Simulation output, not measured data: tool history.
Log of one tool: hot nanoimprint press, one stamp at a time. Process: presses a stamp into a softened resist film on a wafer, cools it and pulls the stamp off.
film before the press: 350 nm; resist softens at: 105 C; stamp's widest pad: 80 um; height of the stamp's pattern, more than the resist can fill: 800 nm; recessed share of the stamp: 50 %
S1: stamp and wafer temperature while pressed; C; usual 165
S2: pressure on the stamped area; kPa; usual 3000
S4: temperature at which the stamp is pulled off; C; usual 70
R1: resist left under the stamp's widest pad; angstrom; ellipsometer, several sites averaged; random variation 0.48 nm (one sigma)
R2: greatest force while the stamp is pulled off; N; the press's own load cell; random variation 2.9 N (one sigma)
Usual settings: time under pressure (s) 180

Run 1, day 0.000: usual settings. Result: R1 1935 angstrom, R2 182 N.
Run 2, day 1.192: usual settings but S4 55 C. Result: R1 1935 angstrom, R2 235 N.
Run 3, day 2.954: usual settings but S4 55 C. Result: R1 1921 angstrom, R2 254 N.
Run 4, day 4.325: usual settings but S2 2910 kPa. Result: R1 1952 angstrom, R2 209 N.
Run 5, day 5.725: usual settings but S2 2910 kPa. Result: R1 1948 angstrom, R2 212 N.
Run 6, day 7.454: usual settings but S2 2910 kPa. Result: R1 1941 angstrom, R2 226 N.
Run 7, day 8.621: usual settings but S2 2910 kPa. Result: R1 1940 angstrom, R2 228 N.
At day 9.704: plate thermocouple calibrated.
At day 10.083: stamp cleaned and given a new release coat.
Run 8, day 10.617: usual settings but S2 2910 kPa. Result: R1 2001 angstrom, R2 134 N.
Run 9, day 12.300: usual settings but S4 58 C. Result: R1 1974 angstrom, R2 169 N.
Run 10, day 13.429: usual settings but S4 58 C. Result: R1 1956 angstrom, R2 181 N.
Run 11, day 14.308: usual settings but S4 58 C. Result: R1 1969 angstrom, R2 189 N.
Run 12, day 15.200: usual settings but S4 58 C. Result: R1 1960 angstrom, R2 187 N.
Run 13, day 16.938: usual settings but S4 58 C. Result: R1 1964 angstrom, R2 198 N.
Run 14, day 18.221: usual settings but S4 58 C. Result: R1 1960 angstrom, R2 202 N.
Run 15, day 19.583: usual settings but S4 77 C. Result: R1 1956 angstrom, R2 164 N.
Run 16, day 20.875: usual settings but S1 169 C. Result: R1 1753 angstrom, R2 192 N.
Run 17, day 22.621: usual settings but S1 174 C, S2 4250 kPa. Result: R1 1267 angstrom, R2 201 N.
Run 18, day 24.117: usual settings but S1 169 C, S2 1840 kPa. Result: R1 2215 angstrom, R2 201 N.
Run 19, day 25.400: usual settings but S1 169 C, S2 1840 kPa. Result: R1 2205 angstrom, R2 214 N.
Run 20, day 26.633: usual settings but S1 169 C, S2 1840 kPa, S4 56 C. Result: R1 2203 angstrom, R2 260 N.
Run 21, day 28.112: usual settings but S1 169 C, S2 1840 kPa, S4 56 C. Result: R1 2198 angstrom, R2 288 N.
Run 22, day 28.962: usual settings but S1 169 C, S2 1840 kPa, S4 56 C. Result: R1 2197 angstrom, R2 275 N.
At day 29.925: plate thermocouple calibrated.
At day 30.425: stamp cleaned and given a new release coat.
Run 23, day 30.962: usual settings but S1 169 C, S2 1840 kPa, S4 67 C. Result: R1 2238 angstrom, R2 141 N.
Run 24, day 31.983: usual settings but S1 169 C, S2 1840 kPa, S4 67 C. Result: R1 2231 angstrom, R2 153 N.
Run 25, day 32.783: usual settings but S1 169 C, S2 1840 kPa, S4 67 C. Result: R1 2240 angstrom, R2 155 N.
At day 33.758: press's hydraulic seals changed and the load cell set to zero.
Run 26, day 34.025: usual settings but S1 162 C, S2 2550 kPa, time under pressure (s) 275, S4 78 C. Result: R1 2009 angstrom, R2 136 N.

Forecast each of these 5 alternatives for the next run:
Run A, day 35.642: usual settings but S1 167 C, S2 2550 kPa, time under pressure (s) 275, S4 78 C. Result: R1 ?, R2 ?.
Run B, day 35.642: usual settings but S2 3230 kPa, time under pressure (s) 277. Result: R1 ?, R2 ?.
Run C, day 35.642: usual settings but S1 171 C, S2 3980 kPa, time under pressure (s) 120, S4 78 C. Result: R1 ?, R2 ?.
Run D, day 35.642: usual settings but S1 161 C. Result: R1 ?, R2 ?.
Run E, day 35.642: usual settings but S1 177 C, S2 3360 kPa. Result: R1 ?, R2 ?.

run    R1   R2
  A  1743  133
  B  1625  160
  C  1608  136
  D  2140  155
  E  1320  155
Without the tool's hidden state the same runs would have given:
run    R1   R2
  A  1767  114
  B  1649  137
  C  1629  117
  D  2168  133
  E  1338  133
